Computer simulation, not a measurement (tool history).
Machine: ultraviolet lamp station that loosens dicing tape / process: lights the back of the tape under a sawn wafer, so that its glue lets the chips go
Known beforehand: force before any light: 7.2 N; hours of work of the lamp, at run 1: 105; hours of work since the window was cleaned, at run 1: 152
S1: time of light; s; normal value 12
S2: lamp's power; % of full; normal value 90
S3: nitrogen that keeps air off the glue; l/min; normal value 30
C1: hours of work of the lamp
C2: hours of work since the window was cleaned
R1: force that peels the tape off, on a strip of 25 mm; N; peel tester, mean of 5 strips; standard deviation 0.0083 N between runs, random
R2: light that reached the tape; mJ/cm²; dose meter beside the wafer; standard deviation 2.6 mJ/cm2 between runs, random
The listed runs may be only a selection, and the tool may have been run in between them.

Run 1, hour 0: usual settings; C1 105; C2 152. Result: R1 0.366 N, R2 299 mJ/cm².
Run 2, hour 11.3: usual settings but S1 18 s; C1 110; C2 157. Result: R1 0.253 N, R2 447 mJ/cm².
Run 3, hour 28.4: usual settings; C1 118; C2 165. Result: R1 0.383 N, R2 295 mJ/cm².
Run 4, hour 41.7: usual settings but S2 69 % of full; C1 124; C2 171. Result: R1 0.603 N, R2 225 mJ/cm².
Run 5, hour 56.9: usual settings; C1 131; C2 178. Result: R1 0.382 N, R2 290 mJ/cm².
Run 6, hour 72.2: usual settings; C1 138; C2 185. Result: R1 0.386 N, R2 289 mJ/cm².
Run 7, hour 89.4: usual settings; C1 146; C2 193. Result: R1 0.395 N, R2 292 mJ/cm².
Run 8, hour 104.9: usual settings but S3 41 l/min; C1 154; C2 200. Result: R1 0.371 N, R2 286 mJ/cm².
Run 9, hour 118.5: usual settings but S3 41 l/min; C1 160; C2 206. Result: R1 0.359 N, R2 285 mJ/cm².
Run 10, hour 140.1: usual settings but S3 41 l/min; C1 170; C2 216. Result: R1 0.359 N, R2 280 mJ/cm².
Run 11, hour 161.7: usual settings but S2 93 % of full; C1 180; C2 226. Result: R1 0.386 N, R2 291 mJ/cm².
Run 12, hour 172.7: usual settings but S3 23 l/min; C1 185; C2 231. Result: R1 0.435 N, R2 280 mJ/cm².
At hour 175: window cleaned of glue's vapour.
Run 13, hour 185.1: usual settings but S3 23 l/min; C1 190; C2 5. Result: R1 0.451 N, R2 280 mJ/cm².
Run 14, hour 200.1: usual settings but S3 23 l/min; C1 197; C2 12. Result: R1 0.469 N, R2 280 mJ/cm².
Run 15, hour 217.6: usual settings but S2 82 % of full; C1 205; C2 20. Result: R1 0.501 N, R2 249 mJ/cm².
At hour 219.9: window cleaned of glue's vapour, once more.
Run 16, hour 240.6: usual settings but S1 18 s, S2 82 % of full; C1 216; C2 10. Result: R1 0.293 N, R2 384 mJ/cm².
Run 17, hour 254.7: usual settings but S1 18 s, S2 82 % of full; C1 222; C2 16. Result: R1 0.269 N, R2 385 mJ/cm².
Run 18, hour 275.9: usual settings but S1 18 s, S2 82 % of full; C1 232; C2 26. Result: R1 0.283 N, R2 382 mJ/cm².
Run 19, hour 287.8: usual settings but S1 18 s, S2 82 % of full; C1 238; C2 31. Result: R1 0.28 N, R2 378 mJ/cm².
Run 20, hour 299.5: usual settings but S1 18 s, S2 82 % of full; C1 243; C2 37. Result: R1 0.284 N, R2 375 mJ/cm².
Run 21, hour 315.8: usual settings but S1 18 s, S2 82 % of full; C1 250; C2 44. Result: R1 0.299 N, R2 385 mJ/cm².
Run 22, hour 334.1: usual settings but S1 18 s, S2 82 % of full; C1 259; C2 53. Result: R1 0.279 N, R2 376 mJ/cm².
Run 23, hour 353.1: usual settings but S1 7 s, S2 99 % of full, S3 24 l/min; C1 268; C2 61. Result: R1 0.983 N, R2 173 mJ/cm².
Run 24, hour 365.7: usual settings but S1 7 s, S2 99 % of full, S3 24 l/min; C1 273; C2 67. Result: R1 1.009 N, R2 176 mJ/cm².
Run 25, hour 376.3: usual settings but S1 16 s, S2 99 % of full, S3 19 l/min; C1 278; C2 72. Result: R1 0.283 N, R2 399 mJ/cm².
Run 26, hour 392.1: usual settings but S1 10 s, S2 91 % of full, S3 14 l/min; C1 286; C2 79. Result: R1 0.777 N, R2 228 mJ/cm².
Run 27, hour 403.6: usual settings but S1 9 s, S2 77 % of full, S3 14 l/min; C1 291; C2 85. Result: R1 1.275 N, R2 169 mJ/cm².
Run 28, hour 416.2: usual settings but S1 9 s, S2 77 % of full, S3 14 l/min; C1 297; C2 91. Result: R1 1.323 N, R2 172 mJ/cm².
Run 29, hour 432.2: usual settings but S2 79 % of full; C1 304; C2 98. Result: R1 0.552 N, R2 231 mJ/cm².
Run 30, hour 452.6: usual settings but S1 7 s, S2 99 % of full, S3 14 l/min; C1 314; C2 107. Result: R1 1.301 N, R2 172 mJ/cm².
Run 31, hour 472.7: usual settings but S1 7 s, S2 99 % of full, S3 14 l/min; C1 323; C2 117. Result: R1 1.32 N, R2 169 mJ/cm².
Run 32, hour 486.8: usual settings but S1 8 s, S3 16 l/min; C1 329; C2 123. Result: R1 1.191 N, R2 173 mJ/cm².
Run 33, hour 502.4: usual settings but S1 10 s, S2 95 % of full, S3 16 l/min; C1 337; C2 130. Result: R1 0.754 N, R2 224 mJ/cm².
Run 34, hour 524.6: usual settings but S1 10 s, S2 77 % of full, S3 28 l/min; C1 347; C2 141. Result: R1 0.881 N, R2 182 mJ/cm².
Run 35, hour 548.7: usual settings but S1 10 s, S2 77 % of full, S3 28 l/min; C1 358; C2 152. Result: R1 0.928 N, R2 181 mJ/cm².
Run 36, hour 561.5: usual settings but S1 20 s, S2 86 % of full, S3 26 l/min; C1 364; C2 158. Result: R1 0.283 N, R2 402 mJ/cm².
Run 37, hour 579.1: usual settings but S1 18 s, S2 67 % of full, S3 14 l/min; C1 372; C2 166. Result: R1 0.55 N, R2 278 mJ/cm².
Run 38, hour 598.2: usual settings but S1 10 s, S3 13 l/min; C1 381; C2 175. Result: R1 0.962 N, R2 206 mJ/cm².
Run 39, hour 622: usual settings but S1 9 s, S2 66 % of full, S3 12 l/min; C1 392; C2 186. Result: R1 1.861 N, R2 138 mJ/cm².
Run 40, hour 635.5: usual settings but S1 13 s, S2 67 % of full, S3 48 l/min; C1 398; C2 192. Result: R1 0.644 N, R2 199 mJ/cm².
Run 41, hour 653.9: usual settings but S1 16 s, S2 69 % of full, S3 18 l/min; C1 407; C2 200. Result: R1 0.606 N, R2 248 mJ/cm².
Run 42, hour 674.7: usual settings but S1 11 s, S2 99 % of full, S3 33 l/min; C1 416; C2 210. Result: R1 0.5 N, R2 239 mJ/cm².

Alternative continuations, all from the tool just after run 42; predict every row:
Run A, hour 690.1: usual settings but S1 7 s; C1 423; C2 217. Result: R1 ?, R2 ?.
Run B, hour 690.1: usual settings but S1 11 s, S3 58 l/min; C1 423; C2 217. Result: R1 ?, R2 ?.
Run C, hour 690.1: usual settings but S1 8 s, S2 78 % of full; C1 423; C2 217. Result: R1 ?, R2 ?.
Run D, hour 690.1: usual settings but S1 15 s, S2 81 % of full, S3 33 l/min; C1 423; C2 217. Result: R1 ?, R2 ?.
Run E, hour 690.1: usual settings but S1 9 s, S2 99 % of full, S3 13 l/min; C1 423; C2 217. Result: R1 ?, R2 ?.

run     R1   R2
  A  1.353  138
  B  0.515  219
  C  1.312  141
  D  0.431  265
  E  1.067  197
Take away the tool's hidden state, keep each run's random variation, and the runs would have read:
run     R1   R2
  A  0.814  189
  B  0.322  297
  C  0.792  190
  D  0.293  360
  E  0.622  268
